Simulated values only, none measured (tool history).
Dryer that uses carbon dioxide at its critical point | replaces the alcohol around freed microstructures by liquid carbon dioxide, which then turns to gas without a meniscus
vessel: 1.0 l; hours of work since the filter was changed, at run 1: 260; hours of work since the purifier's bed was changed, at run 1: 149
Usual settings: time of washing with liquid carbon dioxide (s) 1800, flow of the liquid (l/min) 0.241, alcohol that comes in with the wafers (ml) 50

run	hour	time of washing with liquid carbon dioxide (s)	flow of the liquid (l/min)	alcohol that comes in with the wafers (ml)	hours of work since the filter was changed	hours of work since the purifier's bed was changed	alcohol left in the vessel before it's heated (ppm by volume)
1	0.0	1800	0.241	50	260	149	124
2	46.8	1800	0.241	50	296	185	141
# hour 79.8: inlet filter changed
3	90.9	1800	0.241	50	9	218	115
4	135.1	1800	0.241	50	43	252	117
5	181.7	2760	0.241	50	78	288	79
6	209.6	2760	0.241	50	100	310	91
7	248.2	2760	0.241	50	130	339	88
8	272.4	2760	0.299	50	148	358	87
9	296.8	2760	0.299	50	167	377	89
10	340.8	2760	0.299	50	201	411	111
11	379.2	1800	0.241	50	230	440	196
12	423.3	1800	0.241	45	264	474	200
13	460.8	1800	0.174	50	293	503	618
14	483.4	1800	0.174	24	311	520	371
# hour 495.5: inlet filter changed
15	512.1	1800	0.241	50	13	542	188
16	541.6	1800	0.241	50	36	564	204
17	588.5	1800	0.241	50	72	600	204
18	611.2	1740	0.241	50	89	618	249
19	638.3	1800	0.241	50	110	639	230
20	682.2	1800	0.241	50	144	672	241
21	711.0	1800	0.241	50	166	695	253
22	753.0	2100	0.205	50	198	727	262
23	776.6	2100	0.205	50	216	745	273
# hour 801.9: purifier's bed changed
24	813.4	2100	0.205	50	242	9	97
25	833.6	1800	0.216	30	258	24	114
26	859.3	1920	0.216	97	278	44	230
27	890.5	2640	0.241	50	302	68	36
# hour 914.1: inlet filter changed
28	914.1	2640	0.241	50	0	86	30
29	959.2	1920	0.158	42	35	120	388
30	1005.9	1140	0.349	37	71	156	125
31	1044.0	1140	0.349	37	100	186	126
32	1089.4	1380	0.295	50	135	221	174
33	1134.8	1380	0.295	50	170	255	164
34	1171.0	2700	0.149	35	198	283	152
35	1202.5	1800	0.285	50	222	308	108
36	1231.9	1800	0.285	50	245	330	114
37	1253.1	1800	0.285	24	261	346	97
38	1293.1	1800	0.150	94	292	377	1863
# hour 1329.9: inlet filter changed
39	1339.1	2460	0.221	79	7	412	121
40	1368.3	2460	0.221	79	30	434	136
41	1408.2	1500	0.241	50	60	465	298
42	1448.5	2580	0.169	35	91	496	185

The same runs without the tool's hidden state, with the same run-to-run variation:
The hidden state here: flow that reaches the vessel past the clogged filter, %; alcohol in the recycled carbon dioxide, ppm; drift of the gauge itself on alcohol_ppm, %.
run	alcohol left in the vessel before it's heated (ppm by volume)
1	58
2	59
3	61
4	51
5	7
6	15
7	4
8	0
9	0
10	8
11	61
12	53
13	341
14	165
15	53
16	56
17	46
18	77
19	50
20	58
21	57
22	58
23	60
24	62
25	70
26	130
27	15
28	7
29	337
30	73
31	67
32	95
33	73
34	58
35	18
36	19
37	1
38	1278
39	17
40	20
41	164
42	49
